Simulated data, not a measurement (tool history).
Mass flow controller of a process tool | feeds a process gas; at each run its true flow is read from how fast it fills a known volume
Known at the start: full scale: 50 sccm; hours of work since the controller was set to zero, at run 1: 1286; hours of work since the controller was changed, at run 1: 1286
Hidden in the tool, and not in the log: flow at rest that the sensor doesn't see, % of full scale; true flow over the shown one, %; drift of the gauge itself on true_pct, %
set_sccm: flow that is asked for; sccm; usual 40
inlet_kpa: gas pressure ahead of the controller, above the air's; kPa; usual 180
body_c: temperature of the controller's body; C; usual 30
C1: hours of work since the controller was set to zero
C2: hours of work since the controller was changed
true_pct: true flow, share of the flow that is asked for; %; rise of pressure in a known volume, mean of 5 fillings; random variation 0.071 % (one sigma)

run 1 day=0.000 | set_sccm=40 inlet_kpa=180 body_c=30 | C1=1286 C2=1286 | true_pct=100.98
run 2 day=2.888 | set_sccm=40 inlet_kpa=180 body_c=36 | C1=1323 C2=1323 | true_pct=101.51
run 3 day=6.296 | set_sccm=40 inlet_kpa=180 body_c=36 | C1=1368 C2=1368 | true_pct=101.53
run 4 day=9.717 | set_sccm=40 inlet_kpa=180 body_c=36 | C1=1412 C2=1412 | true_pct=101.70
run 5 day=13.246 | set_sccm=40 inlet_kpa=180 body_c=36 | C1=1459 C2=1459 | true_pct=101.57
run 6 day=16.608 | set_sccm=40 inlet_kpa=180 body_c=36 | C1=1502 C2=1502 | true_pct=101.53
run 7 day=18.721 | set_sccm=19 inlet_kpa=180 body_c=30 | C1=1530 C2=1530 | true_pct=100.12
run 8 day=22.408 | set_sccm=19 inlet_kpa=176 body_c=30 | C1=1578 C2=1578 | true_pct=100.18
run 9 day=25.675 | set_sccm=19 inlet_kpa=176 body_c=30 | C1=1621 C2=1621 | true_pct=100.09
run 10 day=27.492 | set_sccm=19 inlet_kpa=176 body_c=30 | C1=1644 C2=1644 | true_pct=100.31
run 11 day=29.879 | set_sccm=40 inlet_kpa=180 body_c=30 | C1=1675 C2=1675 | true_pct=101.34
run 12 day=31.588 | set_sccm=40 inlet_kpa=180 body_c=30 | C1=1698 C2=1698 | true_pct=101.27
run 13 day=33.383 | set_sccm=40 inlet_kpa=180 body_c=30 | C1=1721 C2=1721 | true_pct=101.33
run 14 day=36.538 | set_sccm=40 inlet_kpa=180 body_c=30 | C1=1762 C2=1762 | true_pct=101.22
run 15 day=39.496 | set_sccm=40 inlet_kpa=236 body_c=30 | C1=1801 C2=1801 | true_pct=101.50
run 16 day=42.975 | set_sccm=40 inlet_kpa=236 body_c=30 | C1=1846 C2=1846 | true_pct=101.51
-- day=43.192 controller's zero set anew
run 17 day=46.950 | set_sccm=40 inlet_kpa=239 body_c=30 | C1=49 C2=1898 | true_pct=101.74
run 18 day=49.488 | set_sccm=40 inlet_kpa=239 body_c=30 | C1=82 C2=1931 | true_pct=101.74
run 19 day=52.121 | set_sccm=20 inlet_kpa=180 body_c=30 | C1=116 C2=1965 | true_pct=100.95
run 20 day=55.083 | set_sccm=40 inlet_kpa=180 body_c=39 | C1=155 C2=2004 | true_pct=102.49
run 21 day=57.967 | set_sccm=29 inlet_kpa=180 body_c=30 | C1=193 C2=2042 | true_pct=101.18
run 22 day=59.729 | set_sccm=29 inlet_kpa=170 body_c=30 | C1=216 C2=2064 | true_pct=101.48
run 23 day=61.529 | set_sccm=29 inlet_kpa=145 body_c=30 | C1=239 C2=2088 | true_pct=101.06
run 24 day=63.258 | set_sccm=29 inlet_kpa=145 body_c=30 | C1=262 C2=2111 | true_pct=101.17
-- day=63.817 controller's zero set anew, once more
run 25 day=67.246 | set_sccm=13 inlet_kpa=154 body_c=26 | C1=45 C2=2162 | true_pct=99.29
run 26 day=69.288 | set_sccm=44 inlet_kpa=193 body_c=24 | C1=71 C2=2189 | true_pct=100.90
run 27 day=72.338 | set_sccm=44 inlet_kpa=193 body_c=24 | C1=111 C2=2229 | true_pct=101.19
run 28 day=75.042 | set_sccm=44 inlet_kpa=144 body_c=23 | C1=146 C2=2264 | true_pct=100.89
run 29 day=77.254 | set_sccm=20 inlet_kpa=278 body_c=31 | C1=175 C2=2293 | true_pct=100.68
run 30 day=78.946 | set_sccm=20 inlet_kpa=167 body_c=31 | C1=197 C2=2315 | true_pct=100.22
run 31 day=82.871 | set_sccm=40 inlet_kpa=280 body_c=21 | C1=248 C2=2366 | true_pct=100.84
run 32 day=84.546 | set_sccm=26 inlet_kpa=179 body_c=21 | C1=270 C2=2388 | true_pct=99.73
run 33 day=86.817 | set_sccm=26 inlet_kpa=179 body_c=21 | C1=300 C2=2417 | true_pct=99.90
run 34 day=88.838 | set_sccm=42 inlet_kpa=225 body_c=21 | C1=326 C2=2444 | true_pct=100.94
run 35 day=91.850 | set_sccm=41 inlet_kpa=168 body_c=36 | C1=366 C2=2483 | true_pct=102.11
run 36 day=93.971 | set_sccm=6 inlet_kpa=244 body_c=25 | C1=393 C2=2511 | true_pct=99.67
run 37 day=95.783 | set_sccm=10 inlet_kpa=180 body_c=37 | C1=417 C2=2534 | true_pct=100.60
run 38 day=99.100 | set_sccm=24 inlet_kpa=151 body_c=32 | C1=460 C2=2578 | true_pct=100.71

Run 39 comes next. What will it give?
run 39 day=101.221 | set_sccm=15 inlet_kpa=192 body_c=30 | C1=488 C2=2605 | true_pct=?

Run 39 gave true_pct 100.18 %.
Without the tool's hidden state the same run would have given true_pct 98.15 %.

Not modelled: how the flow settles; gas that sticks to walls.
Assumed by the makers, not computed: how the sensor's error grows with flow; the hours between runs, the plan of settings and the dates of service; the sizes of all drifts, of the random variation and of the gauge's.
